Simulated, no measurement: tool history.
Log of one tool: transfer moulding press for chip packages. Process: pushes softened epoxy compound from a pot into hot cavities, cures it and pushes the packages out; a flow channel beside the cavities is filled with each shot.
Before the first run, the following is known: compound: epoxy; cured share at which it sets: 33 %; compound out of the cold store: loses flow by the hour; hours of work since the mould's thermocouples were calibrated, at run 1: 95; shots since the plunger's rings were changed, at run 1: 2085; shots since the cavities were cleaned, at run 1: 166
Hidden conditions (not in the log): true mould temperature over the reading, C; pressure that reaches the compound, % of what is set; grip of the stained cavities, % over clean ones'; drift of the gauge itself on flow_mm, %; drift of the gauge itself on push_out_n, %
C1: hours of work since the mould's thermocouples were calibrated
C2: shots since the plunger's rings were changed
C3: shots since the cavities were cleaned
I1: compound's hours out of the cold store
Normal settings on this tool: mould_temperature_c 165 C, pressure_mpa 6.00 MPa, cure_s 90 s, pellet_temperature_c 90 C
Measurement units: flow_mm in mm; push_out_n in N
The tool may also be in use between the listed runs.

Run 1, day 0.000: usual settings; C1 95; C2 2085; C3 166; I1 25.5. Result: flow_mm 501 mm, push_out_n 256 N.
Run 2, day 0.229: usual settings but pellet_temperature_c 91 C; C1 98; C2 2146; C3 227; I1 39.5. Result: flow_mm 456 mm, push_out_n 249 N.
Run 3, day 0.542: usual settings but mould_temperature_c 167 C; C1 102; C2 2229; C3 310; I1 8.1. Result: flow_mm 545 mm, push_out_n 284 N.
Run 4, day 0.721: usual settings but mould_temperature_c 167 C; C1 104; C2 2277; C3 358; I1 40.5. Result: flow_mm 445 mm, push_out_n 253 N.
Run 5, day 0.883: usual settings; C1 106; C2 2321; C3 402; I1 39.2. Result: flow_mm 453 mm, push_out_n 291 N.
Run 6, day 1.188: usual settings but pressure_mpa 5.69 MPa, cure_s 99 s, pellet_temperature_c 83 C; C1 110; C2 2401; C3 482; I1 15.5. Result: flow_mm 501 mm, push_out_n 276 N.
Run 7, day 1.567: usual settings but mould_temperature_c 170 C, pressure_mpa 5.69 MPa, cure_s 77 s, pellet_temperature_c 83 C; C1 115; C2 2502; C3 583; I1 15.6. Result: flow_mm 498 mm, push_out_n 310 N.

Run 8 comes next. What will it give?
Run 8, day 1.854: usual settings but pressure_mpa 4.92 MPa, cure_s 98 s; C1 119; C2 2579; C3 660; I1 43.8. Result: flow_mm ?, push_out_n ?.

{"run 8": {"flow_mm": 395, "push_out_n": 288}}
Were there no unlogged condition in the tool, this run, its random variation unchanged, would have produced flow_mm 407 mm, push_out_n 205 N.

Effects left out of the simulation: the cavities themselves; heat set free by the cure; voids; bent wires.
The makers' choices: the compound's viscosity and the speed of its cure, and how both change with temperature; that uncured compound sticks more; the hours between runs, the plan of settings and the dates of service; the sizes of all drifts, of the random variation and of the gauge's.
